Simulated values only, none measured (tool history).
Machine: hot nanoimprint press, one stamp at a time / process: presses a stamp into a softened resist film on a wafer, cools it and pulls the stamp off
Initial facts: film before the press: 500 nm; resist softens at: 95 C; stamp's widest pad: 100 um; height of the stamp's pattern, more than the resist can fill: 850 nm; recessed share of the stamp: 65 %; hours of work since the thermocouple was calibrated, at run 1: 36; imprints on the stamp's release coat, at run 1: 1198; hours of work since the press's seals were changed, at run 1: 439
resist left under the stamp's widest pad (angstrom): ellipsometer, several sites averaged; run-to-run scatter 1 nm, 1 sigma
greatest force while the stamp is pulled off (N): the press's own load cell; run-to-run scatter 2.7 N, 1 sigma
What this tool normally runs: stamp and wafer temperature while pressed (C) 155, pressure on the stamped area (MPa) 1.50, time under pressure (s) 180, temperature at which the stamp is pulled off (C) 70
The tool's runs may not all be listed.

| run | day | stamp and wafer temperature while pressed (C) | pressure on the stamped area (MPa) | time under pressure (s) | temperature at which the stamp is pulled off (C) | hours of work since the thermocouple was calibrated | imprints on the stamp's release coat | hours of work since the press's seals were changed | resist left under the stamp's widest pad (angstrom) | greatest force while the stamp is pulled off (N) |
|---|---|---|---|---|---|---|---|---|---|---|
| 1 | 0.000 | 155 | 1.50 | 180 | 70 | 36 | 1198 | 439 | 2443 | 153 |
| 2 | 2.612 | 155 | 1.50 | 180 | 70 | 70 | 1305 | 473 | 2464 | 152 |
| 3 | 4.988 | 155 | 1.50 | 180 | 70 | 102 | 1401 | 505 | 2455 | 163 |
| 4 | 7.217 | 155 | 1.50 | 180 | 70 | 132 | 1492 | 535 | 2446 | 158 |
| 5 | 8.529 | 155 | 1.50 | 180 | 70 | 149 | 1545 | 552 | 2428 | 162 |
| 6 | 9.642 | 155 | 1.50 | 180 | 70 | 164 | 1590 | 567 | 2439 | 161 |
| 7 | 10.908 | 155 | 1.50 | 180 | 70 | 181 | 1641 | 584 | 2439 | 158 |
| 8 | 12.233 | 155 | 1.50 | 180 | 70 | 198 | 1695 | 601 | 2441 | 164 |
|  | 13.783 | press's hydraulic seals changed and the load cell set to zero |
| 9 | 14.158 | 155 | 1.50 | 180 | 70 | 219 | 1760 | 5 | 2385 | 165 |
| 10 | 15.604 | 155 | 1.50 | 180 | 70 | 239 | 1818 | 24 | 2409 | 169 |
| 11 | 17.200 | 155 | 1.50 | 180 | 70 | 260 | 1883 | 45 | 2400 | 166 |
| 12 | 19.183 | 155 | 1.50 | 180 | 70 | 286 | 1964 | 72 | 2386 | 163 |
| 13 | 20.242 | 155 | 1.50 | 180 | 70 | 300 | 2007 | 86 | 2396 | 171 |
| 14 | 22.704 | 155 | 1.50 | 180 | 70 | 333 | 2107 | 118 | 2388 | 175 |
|  | 23.138 | stamp cleaned and given a new release coat |
| 15 | 24.533 | 155 | 1.50 | 180 | 70 | 354 | 57 | 139 | 2407 | 136 |
| 16 | 26.471 | 155 | 1.19 | 180 | 68 | 380 | 136 | 165 | 2615 | 139 |
| 17 | 28.988 | 155 | 1.19 | 180 | 68 | 413 | 238 | 199 | 2614 | 141 |
| 18 | 31.167 | 155 | 1.19 | 180 | 60 | 442 | 326 | 228 | 2617 | 160 |
| 19 | 32.888 | 155 | 1.19 | 180 | 60 | 465 | 396 | 250 | 2602 | 157 |
| 20 | 34.442 | 155 | 1.50 | 101 | 70 | 485 | 459 | 271 | 2861 | 136 |
| 21 | 35.917 | 155 | 1.50 | 101 | 70 | 505 | 519 | 291 | 2863 | 139 |
|  | 36.583 | plate thermocouple calibrated |
| 22 | 38.567 | 155 | 2.11 | 163 | 70 | 26 | 622 | 324 | 2169 | 142 |
| 23 | 40.238 | 150 | 1.67 | 163 | 57 | 49 | 689 | 346 | 3052 | 177 |
| 24 | 41.325 | 155 | 1.50 | 116 | 70 | 63 | 734 | 361 | 2837 | 145 |
| 25 | 42.917 | 155 | 1.45 | 180 | 60 | 84 | 798 | 382 | 2461 | 164 |
| 26 | 44.442 | 155 | 1.45 | 180 | 64 | 104 | 860 | 402 | 2464 | 163 |
| 27 | 46.621 | 162 | 1.50 | 230 | 77 | 133 | 949 | 431 | 1529 | 128 |
| 28 | 48.017 | 162 | 1.03 | 173 | 76 | 152 | 1005 | 450 | 2059 | 135 |
| 29 | 50.042 | 155 | 1.89 | 215 | 63 | 179 | 1088 | 477 | 2038 | 159 |

Alternative continuations, all from the tool just after run 29; predict every row:
| A | 51.817 | 147 | 1.50 | 165 | 72 | 202 | 1160 | 500 | ? | ? |
| B | 51.817 | 155 | 1.50 | 180 | 77 | 202 | 1160 | 500 | ? | ? |
| C | 51.817 | 155 | 1.89 | 289 | 63 | 202 | 1160 | 500 | ? | ? |

| run | resist left under the stamp's widest pad (angstrom) | greatest force while the stamp is pulled off (N) |
|---|---|---|
| A | 3521 | 147 |
| B | 2408 | 138 |
| C | 1788 | 164 |
Without the tool's hidden state the same runs would have given:
| run | resist left under the stamp's widest pad (angstrom) | greatest force while the stamp is pulled off (N) |
|---|---|---|
| A | 3607 | 129 |
| B | 2486 | 121 |
| C | 1850 | 144 |
